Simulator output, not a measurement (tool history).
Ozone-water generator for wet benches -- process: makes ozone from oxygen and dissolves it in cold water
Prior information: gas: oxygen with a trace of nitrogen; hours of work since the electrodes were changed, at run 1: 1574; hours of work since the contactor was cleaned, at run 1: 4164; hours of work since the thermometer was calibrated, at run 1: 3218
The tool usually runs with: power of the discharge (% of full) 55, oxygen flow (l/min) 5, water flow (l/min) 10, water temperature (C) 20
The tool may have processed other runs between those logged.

run	day	power of the discharge (% of full)	oxygen flow (l/min)	water flow (l/min)	water temperature (C)	hours of work since the electrodes were changed	hours of work since the contactor was cleaned	hours of work since the thermometer was calibrated	dissolved ozone (ppm)	ozone in the gas ahead of the water (g/m3)
1	0	55	5	10	20	1574	4164	3218	26.9	165.3
2	1.492	55	5	10	20	1605	4194	3248	26.8	165.3
3	3.45	55	5	10	20	1644	4233	3288	26.7	165.7
4	5.1	55	5	10	20	1678	4267	3321	26.9	166.4
5	6.225	55	5	10	20	1700	4290	3344	26.6	166
6	7.642	55	5	10	20	1729	4318	3373	26.9	165.3
7	9.45	55	5	10	20	1765	4355	3409	26.5	166.9
8	11.442	55	5	10	20	1806	4395	3450	27	167
9	12.912	93	5.77	9	14	1836	4425	3479	47.9	238.1
10	13.85	73	5	10	18	1854	4444	3498	35.2	213
11	15.279	73	5	10	18	1883	4473	3527	35	212.5
12	16.742	73	5	10	18	1913	4502	3557	35.2	214
13	18.358	75	5	7	25	1946	4535	3589	37.4	220.1
14	20.538	41	3.83	8	25	1990	4579	3634	23.7	159.2
15	22.338	69	5	10	20	2026	4616	3670	32.7	204.4

Alternative continuations, all from the tool just after run 15; predict every row:
A	23.967	72	5	14	20	2059	4649	3703	?	?
B	23.967	69	4.43	10	18	2059	4649	3703	?	?
C	23.967	69	5	14	20	2059	4649	3703	?	?
D	23.967	55	5	6	20	2059	4649	3703	?	?
E	23.967	84	5	9	27	2059	4649	3703	?	?

run	dissolved ozone (ppm)	ozone in the gas ahead of the water (g/m3)
A	26.2	213
B	35	223.7
C	25.4	204.3
D	34.5	171.7
E	34.6	241.8
What these runs would have given with no unlogged condition in the tool:
run	dissolved ozone (ppm)	ozone in the gas ahead of the water (g/m3)
A	26.2	208
B	35.1	218.5
C	25.4	199.6
D	34.5	167.7
E	34.6	236.2

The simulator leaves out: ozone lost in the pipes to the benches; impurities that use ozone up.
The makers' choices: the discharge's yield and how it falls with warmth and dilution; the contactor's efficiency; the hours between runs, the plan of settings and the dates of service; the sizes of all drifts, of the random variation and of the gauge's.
